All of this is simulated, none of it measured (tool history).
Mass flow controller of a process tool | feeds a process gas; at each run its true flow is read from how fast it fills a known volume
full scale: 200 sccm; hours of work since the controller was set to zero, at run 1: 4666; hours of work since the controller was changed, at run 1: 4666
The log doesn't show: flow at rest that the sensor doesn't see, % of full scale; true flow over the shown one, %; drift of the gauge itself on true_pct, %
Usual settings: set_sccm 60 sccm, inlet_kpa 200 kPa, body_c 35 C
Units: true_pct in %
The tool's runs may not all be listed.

| run | hour | set_sccm | inlet_kpa | body_c | hours of work since the controller was set to zero | hours of work since the controller was changed | true_pct |
|---|---|---|---|---|---|---|---|
| 1 | 0 | 60 | 200 | 35 | 4666 | 4666 | 100.07 |
| 2 | 142.3 | 60 | 200 | 35 | 4732 | 4732 | 100.34 |
| 3 | 470.4 | 37 | 200 | 35 | 4882 | 4882 | 99.99 |
| 4 | 624.6 | 60 | 200 | 27 | 4953 | 4953 | 99.52 |
| 5 | 908 | 60 | 200 | 35 | 5082 | 5082 | 100 |
| 6 | 1211.9 | 60 | 200 | 35 | 5222 | 5222 | 100 |
| 7 | 1382.1 | 60 | 200 | 37 | 5300 | 5300 | 100.16 |
| 8 | 1552.1 | 60 | 200 | 37 | 5378 | 5378 | 100.11 |
| 9 | 1757 | 76 | 200 | 37 | 5471 | 5471 | 100.14 |
| 10 | 2003.5 | 76 | 200 | 37 | 5584 | 5584 | 100.12 |
| 11 | 2176.4 | 60 | 200 | 35 | 5664 | 5664 | 99.89 |
|  | 2206.2 | controller's zero set anew |
| 12 | 2333.6 | 60 | 200 | 35 | 58 | 5735 | 99.74 |
| 13 | 2603.4 | 60 | 253 | 35 | 182 | 5859 | 99.95 |
| 14 | 2841.7 | 60 | 253 | 35 | 291 | 5968 | 99.87 |
| 15 | 3032.8 | 32 | 251 | 34 | 379 | 6056 | 99.49 |
| 16 | 3347.1 | 32 | 251 | 34 | 523 | 6200 | 99.58 |
| 17 | 3617.7 | 136 | 218 | 20 | 647 | 6324 | 98.8 |
| 18 | 3946 | 37 | 158 | 25 | 797 | 6474 | 98.69 |
| 19 | 4246.6 | 28 | 191 | 40 | 935 | 6612 | 99.76 |
| 20 | 4539.2 | 28 | 191 | 40 | 1069 | 6746 | 99.76 |
| 21 | 4673.1 | 60 | 192 | 26 | 1130 | 6807 | 98.86 |
|  | 4763.5 | gauge calibrated |
| 22 | 4905.6 | 60 | 192 | 26 | 1237 | 6914 | 99.46 |
| 23 | 5229.1 | 60 | 276 | 25 | 1385 | 7062 | 99.36 |

4 ways to go on from here, each from the tool as it stands after run 23. What would each give?
| A | 5465.1 | 68 | 213 | 25 | 1493 | 7170 | ? |
| B | 5465.1 | 60 | 276 | 29 | 1493 | 7170 | ? |
| C | 5465.1 | 60 | 276 | 24 | 1493 | 7170 | ? |
| D | 5465.1 | 60 | 276 | 31 | 1493 | 7170 | ? |

| run | true_pct |
|---|---|
| A | 99.3 |
| B | 99.68 |
| C | 99.34 |
| D | 99.89 |
Without the tool's hidden state the same runs would have given:
| run | true_pct |
|---|---|
| A | 99.39 |
| B | 99.77 |
| C | 99.43 |
| D | 99.98 |
